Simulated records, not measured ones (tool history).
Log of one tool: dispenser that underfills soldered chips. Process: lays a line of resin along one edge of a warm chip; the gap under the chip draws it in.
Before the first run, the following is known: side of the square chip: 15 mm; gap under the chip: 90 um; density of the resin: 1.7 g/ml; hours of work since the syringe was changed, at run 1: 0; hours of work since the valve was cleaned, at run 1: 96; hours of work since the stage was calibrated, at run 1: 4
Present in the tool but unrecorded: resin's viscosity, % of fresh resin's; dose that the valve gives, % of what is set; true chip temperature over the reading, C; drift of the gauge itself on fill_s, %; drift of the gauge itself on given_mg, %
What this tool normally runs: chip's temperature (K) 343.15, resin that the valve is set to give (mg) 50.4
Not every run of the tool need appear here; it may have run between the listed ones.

run,day,chip's temperature (K),resin that the valve is set to give (mg),hours of work since the syringe was changed,hours of work since the valve was cleaned,hours of work since the stage was calibrated,time until the resin shows at the far edge (s),resin that the valve gave (mg)
1,0,343.15,50.4,0,96,4,45,47.14
2,0.229,356.15,50.4,4,100,8,33.6,47.02
3,0.488,356.15,50.4,8,105,12,40.4,47.2
# day 0.525: new syringe of resin
4,0.721,343.15,44.5,3,108,16,51.9,41.55
5,0.871,343.15,44.5,6,111,18,59,41.31
# day 1.071: new syringe of resin
6,1.125,343.15,44.5,1,115,22,47.9,41.37
7,1.383,343.15,44.5,5,119,27,58.4,40.98
# day 1.454: dispensing valve cleaned and set on the balance
8,1.592,343.15,50.4,8,2,30,61.5,50.16
# day 1.642: new syringe of resin
9,1.883,343.15,50.4,4,7,34,52.5,49.93
10,2.129,343.15,50.4,8,11,38,63.8,50.03
# day 2.162: new syringe of resin
11,2.271,352.15,62,2,13,41,34.2,61.24

What will run 12 give?
12,2.471,352.15,62,5,17,44,?,?

Run 12 came out at time until the resin shows at the far edge (s) 39.2, resin that the valve gave (mg) 61.16.
Had the tool carried no hidden state, the very same run would have given time until the resin shows at the far edge (s) 30.9, resin that the valve gave (mg) 61.95.
